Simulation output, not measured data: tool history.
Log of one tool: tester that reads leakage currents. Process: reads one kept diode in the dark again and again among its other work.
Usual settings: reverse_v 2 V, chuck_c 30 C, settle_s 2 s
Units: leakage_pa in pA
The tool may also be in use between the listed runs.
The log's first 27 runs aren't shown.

run,hour,reverse_v,chuck_c,settle_s,hours of work since the probe card was cleaned,hours of work since the tester was calibrated,hours of work since the chuck was calibrated,leakage_pa
28,1528.9,2,28,2,1000,1517,1895,161.44
29,1577.7,2,28,2,1037,1555,1932,160.83
30,1659.9,2,26,2,1100,1618,1995,135.26
31,1746.6,16.05,30,1.53,1167,1684,2062,454.28
32,1825.5,16.05,30,1.53,1227,1745,2122,455.85
# hour 1864.4: chuck's temperature calibrated
33,1868.1,16.05,30,1.53,1258,1776,3,487.61
34,1933.5,2,22,3.41,1308,1826,53,102.18
35,2010.2,2,22,3.41,1367,1885,112,102.58
36,2071.7,1.81,30,1.77,1414,1932,159,196.12
37,2132.6,2,32,2,1461,1979,206,241.18
38,2170.2,2,32,2,1490,2008,235,241.65
39,2207.2,2,32,2,1518,2036,263,240.07
40,2278.4,2,36,3.79,1573,2090,317,336.36
41,2366.3,2,36,3.79,1641,2158,385,336.39

3 ways to go on from here, each from the tool as it stands after run 41. What would each give?
A,2424.5,10,22,2,1685,2203,430,?
B,2424.5,3.76,32,3.79,1685,2203,430,?
C,2424.5,2,22,5.94,1685,2203,430,?

run,leakage_pa
A,203.71
B,309.81
C,101.76
Without the tool's hidden state the same runs would have given:
run,leakage_pa
A,192.51
B,309.99
C,100.8
